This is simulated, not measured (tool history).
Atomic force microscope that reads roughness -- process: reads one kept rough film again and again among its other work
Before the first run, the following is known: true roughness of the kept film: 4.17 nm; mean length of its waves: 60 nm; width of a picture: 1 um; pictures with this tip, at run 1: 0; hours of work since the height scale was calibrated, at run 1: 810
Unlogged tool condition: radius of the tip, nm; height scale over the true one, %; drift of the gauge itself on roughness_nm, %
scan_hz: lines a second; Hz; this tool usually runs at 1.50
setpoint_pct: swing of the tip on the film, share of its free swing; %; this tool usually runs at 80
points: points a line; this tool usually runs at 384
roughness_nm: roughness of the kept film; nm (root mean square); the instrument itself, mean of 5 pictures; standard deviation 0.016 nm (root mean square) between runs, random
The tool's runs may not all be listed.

run,hour,scan_hz,setpoint_pct,points,pictures with this tip,hours of work since the height scale was calibrated,roughness_nm
1,0.0,1.50,80,384,0,810,3.808
2,38.6,1.50,80,810,76,841,3.822
# hour 42.1: new tip fitted
3,63.2,3.45,80,384,42,860,3.470
# hour 85.4: new tip fitted
4,102.0,1.50,80,384,33,891,3.770
# hour 128.1: new tip fitted
5,140.7,1.50,80,384,25,921,3.789
# hour 172.8: new tip fitted
6,180.7,1.50,80,384,16,953,3.816
7,210.9,1.50,59,384,75,977,3.975
# hour 216.9: new tip fitted
8,250.1,1.50,59,384,65,1007,3.983
# hour 260.0: new tip fitted
9,286.7,1.50,59,384,52,1036,3.969
# hour 302.5: new tip fitted
10,316.6,1.50,59,384,27,1060,3.972
# hour 345.2: new tip fitted
11,345.5,1.50,59,384,1,1082,3.988
12,366.8,1.50,80,384,43,1099,3.808
# hour 387.8: new tip fitted
13,399.4,1.50,56,384,23,1125,3.975
# hour 430.4: new tip fitted
14,437.0,1.50,80,541,13,1154,3.823
# hour 473.4: new tip fitted
15,473.4,1.50,80,541,0,1183,3.804
16,495.6,1.50,80,541,44,1201,3.788
# hour 517.3: new tip fitted
17,522.8,1.50,80,384,11,1222,3.797
18,547.6,1.50,80,452,60,1242,3.784
# hour 562.5: new tip fitted
19,565.2,0.92,80,384,5,1255,3.923
20,600.3,0.92,80,384,74,1283,3.906
# hour 606.5: new tip fitted
21,638.0,0.92,80,384,62,1313,3.903
# hour 650.2: new tip fitted
22,676.3,1.50,80,384,51,1343,3.790
# hour 692.7: new tip fitted
23,700.0,1.50,60,384,15,1362,4.001
24,717.2,1.50,60,384,48,1375,3.975
# hour 735.4: new tip fitted
25,753.9,1.50,60,384,37,1404,3.971
# hour 777.8: new tip fitted
26,791.4,1.50,60,384,26,1434,3.984
27,817.7,1.50,60,384,78,1455,3.952
# hour 821.0: new tip fitted
28,845.3,1.07,77,936,48,1476,3.900
# hour 864.9: new tip fitted
29,868.6,1.07,77,936,7,1495,3.902
30,902.1,2.50,71,657,73,1521,3.791
# hour 907.6: new tip fitted
31,923.1,3.03,71,333,31,1538,3.728
# hour 951.0: new tip fitted
32,956.7,0.56,88,384,12,1564,3.918
33,976.4,1.23,74,384,50,1580,3.899
# hour 993.8: new tip fitted
34,1005.4,1.23,74,384,22,1602,3.887

Run 35 comes next. What will it give?
35,1031.6,0.66,80,343,74,1623,?

{"run 35": {"roughness_nm": 3.942}}
Without the tool's hidden state the same run would have given roughness_nm 3.948 nm (root mean square).
